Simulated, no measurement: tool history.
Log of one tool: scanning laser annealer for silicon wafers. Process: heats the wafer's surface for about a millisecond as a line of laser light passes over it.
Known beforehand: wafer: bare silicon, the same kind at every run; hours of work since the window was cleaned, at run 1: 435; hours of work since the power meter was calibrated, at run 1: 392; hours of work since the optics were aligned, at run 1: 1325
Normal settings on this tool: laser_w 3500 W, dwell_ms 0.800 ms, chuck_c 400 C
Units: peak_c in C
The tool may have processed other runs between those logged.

| run | hour | laser_w | dwell_ms | chuck_c | hours of work since the window was cleaned | hours of work since the power meter was calibrated | hours of work since the optics were aligned | peak_c |
|---|---|---|---|---|---|---|---|---|
| 1 | 0.0 | 3500 | 0.800 | 400 | 435 | 392 | 1325 | 1129 |
| 2 | 12.5 | 3500 | 0.800 | 400 | 445 | 402 | 1335 | 1128 |
| 3 | 26.2 | 3500 | 0.800 | 438 | 455 | 412 | 1345 | 1166 |
| 4 | 37.8 | 3256 | 0.800 | 400 | 464 | 421 | 1354 | 1070 |
|  | 46.5 | window over the wafer cleaned |
| 5 | 48.9 | 3500 | 0.885 | 400 | 2 | 428 | 1361 | 1195 |
| 6 | 56.1 | 3500 | 0.800 | 400 | 7 | 433 | 1366 | 1163 |
| 7 | 67.6 | 3500 | 0.800 | 400 | 16 | 442 | 1375 | 1159 |
| 8 | 76.4 | 3500 | 0.800 | 400 | 23 | 449 | 1381 | 1158 |
| 9 | 85.7 | 3527 | 0.800 | 400 | 30 | 456 | 1388 | 1163 |
| 10 | 95.4 | 3527 | 0.800 | 400 | 37 | 463 | 1396 | 1161 |
| 11 | 105.1 | 3527 | 0.800 | 400 | 44 | 471 | 1403 | 1165 |
| 12 | 112.8 | 3527 | 0.800 | 400 | 50 | 477 | 1409 | 1162 |
| 13 | 120.0 | 3535 | 0.945 | 396 | 56 | 482 | 1415 | 1220 |
| 14 | 129.9 | 3535 | 0.945 | 396 | 63 | 489 | 1422 | 1219 |
| 15 | 137.0 | 3191 | 0.876 | 419 | 69 | 495 | 1427 | 1120 |
| 16 | 151.4 | 3275 | 0.800 | 437 | 80 | 506 | 1438 | 1134 |
| 17 | 163.7 | 3107 | 0.800 | 437 | 89 | 515 | 1448 | 1092 |
| 18 | 173.1 | 3358 | 0.638 | 400 | 96 | 522 | 1455 | 1050 |
| 19 | 181.7 | 3013 | 0.800 | 400 | 103 | 529 | 1461 | 1029 |
| 20 | 192.7 | 3013 | 0.966 | 425 | 111 | 537 | 1470 | 1109 |
| 21 | 200.8 | 3215 | 0.650 | 364 | 117 | 543 | 1476 | 984 |
| 22 | 214.6 | 3059 | 0.800 | 400 | 128 | 554 | 1486 | 1043 |
| 23 | 223.0 | 3033 | 0.677 | 412 | 134 | 560 | 1493 | 1002 |

Difference, measured minus no-hidden-state, one row per run. Run-to-run variation is common to both terms; the gauge's own scatter need not be:
Unlogged tool condition in this case: light that passes the window, % of a clean one's; laser's true power over the reading, %; width of the line over the set one, %; drift of the gauge itself on peak_c, C.
| run | peak_c |
|---|---|
| 1 | -38 |
| 2 | -38 |
| 3 | -39 |
| 4 | -36 |
| 5 | -7 |
| 6 | -7 |
| 7 | -7 |
| 8 | -9 |
| 9 | -9 |
| 10 | -10 |
| 11 | -10 |
| 12 | -10 |
| 13 | -11 |
| 14 | -12 |
| 15 | -11 |
| 16 | -12 |
| 17 | -12 |
| 18 | -12 |
| 19 | -12 |
| 20 | -14 |
| 21 | -12 |
| 22 | -14 |
| 23 | -13 |
